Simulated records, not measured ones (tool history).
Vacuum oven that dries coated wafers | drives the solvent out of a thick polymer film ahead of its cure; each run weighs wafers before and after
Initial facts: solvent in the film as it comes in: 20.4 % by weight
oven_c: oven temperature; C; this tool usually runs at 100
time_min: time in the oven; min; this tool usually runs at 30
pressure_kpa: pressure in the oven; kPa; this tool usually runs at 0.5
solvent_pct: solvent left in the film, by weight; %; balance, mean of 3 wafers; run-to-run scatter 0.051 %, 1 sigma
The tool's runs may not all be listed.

run 1 hour=0 | oven_c=100 time_min=30 pressure_kpa=0.5 | solvent_pct=1.41
run 2 hour=40.7 | oven_c=100 time_min=30 pressure_kpa=0.5 | solvent_pct=1.48
run 3 hour=82.2 | oven_c=100 time_min=30 pressure_kpa=0.5 | solvent_pct=1.47
run 4 hour=122.9 | oven_c=100 time_min=18 pressure_kpa=0.5 | solvent_pct=2.83
run 5 hour=164.2 | oven_c=100 time_min=18 pressure_kpa=0.5 | solvent_pct=2.94
run 6 hour=222.3 | oven_c=100 time_min=17 pressure_kpa=0.5 | solvent_pct=3.09
run 7 hour=256.9 | oven_c=100 time_min=17 pressure_kpa=0.5 | solvent_pct=3.23
run 8 hour=316.3 | oven_c=100 time_min=23 pressure_kpa=0.5 | solvent_pct=2.12
run 9 hour=349 | oven_c=100 time_min=23 pressure_kpa=0.5 | solvent_pct=2.07
run 10 hour=385.9 | oven_c=100 time_min=23 pressure_kpa=0.5 | solvent_pct=2.03
run 11 hour=422.3 | oven_c=100 time_min=30 pressure_kpa=1.041 | solvent_pct=2.08
run 12 hour=470.2 | oven_c=100 time_min=30 pressure_kpa=1.041 | solvent_pct=2.02
run 13 hour=527.2 | oven_c=86 time_min=17 pressure_kpa=0.572 | solvent_pct=8.35
run 14 hour=579.1 | oven_c=101 time_min=45 pressure_kpa=0.641 | solvent_pct=1.34
run 15 hour=624.5 | oven_c=101 time_min=45 pressure_kpa=0.421 | solvent_pct=1.12
run 16 hour=677.9 | oven_c=101 time_min=34 pressure_kpa=0.607 | solvent_pct=1.34
run 17 hour=731.4 | oven_c=101 time_min=18 pressure_kpa=0.607 | solvent_pct=2.71
run 18 hour=756.1 | oven_c=96 time_min=30 pressure_kpa=0.5 | solvent_pct=2.2
run 19 hour=782 | oven_c=100 time_min=48 pressure_kpa=0.522 | solvent_pct=1.19
run 20 hour=825.2 | oven_c=100 time_min=48 pressure_kpa=0.522 | solvent_pct=1.38
run 21 hour=852.1 | oven_c=100 time_min=48 pressure_kpa=0.522 | solvent_pct=1.18

Forecast each of these 3 alternatives for the next run:
run A hour=885.6 | oven_c=98 time_min=48 pressure_kpa=1.222 | solvent_pct=?
run B hour=885.6 | oven_c=113 time_min=49 pressure_kpa=0.5 | solvent_pct=?
run C hour=885.6 | oven_c=100 time_min=29 pressure_kpa=0.5 | solvent_pct=?

run=A solvent_pct=2.17
run=B solvent_pct=0.79
run=C solvent_pct=1.59
Without the tool's hidden state the same runs would have given:
run=A solvent_pct=1.52
run=B solvent_pct=0.35
run=C solvent_pct=1.1
